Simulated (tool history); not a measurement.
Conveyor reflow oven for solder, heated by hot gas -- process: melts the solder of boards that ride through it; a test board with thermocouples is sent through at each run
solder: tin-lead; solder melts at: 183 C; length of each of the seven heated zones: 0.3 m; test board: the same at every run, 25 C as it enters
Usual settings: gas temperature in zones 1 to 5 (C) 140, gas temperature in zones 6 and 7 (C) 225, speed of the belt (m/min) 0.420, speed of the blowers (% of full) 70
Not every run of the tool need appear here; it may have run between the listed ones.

run	hour	gas temperature in zones 1 to 5 (C)	gas temperature in zones 6 and 7 (C)	speed of the belt (m/min)	speed of the blowers (% of full)	highest temperature of the board (C)	time above the solder's melting point (s)
1	0.0	140	225	0.420	70	207.9	54.4
# hour 24.9: flux residue cleaned out of gas plates and filters
2	25.5	140	225	0.420	70	207.9	54.2
3	38.9	140	225	0.420	70	207.9	55.3
4	60.3	140	225	0.420	70	207.8	53.8
5	78.7	140	225	0.428	70	207.2	52.9
6	99.4	154	222	0.428	70	207.2	60.0

What will run 7 give?
7	123.4	143	225	0.420	70	?	?

Logged for run 7: highest temperature of the board (C) 207.8, time above the solder's melting point (s) 57.6.
With the hidden condition absent and the run-to-run variation left alone, this run would have shown highest temperature of the board (C) 207.8, time above the solder's melting point (s) 57.6.

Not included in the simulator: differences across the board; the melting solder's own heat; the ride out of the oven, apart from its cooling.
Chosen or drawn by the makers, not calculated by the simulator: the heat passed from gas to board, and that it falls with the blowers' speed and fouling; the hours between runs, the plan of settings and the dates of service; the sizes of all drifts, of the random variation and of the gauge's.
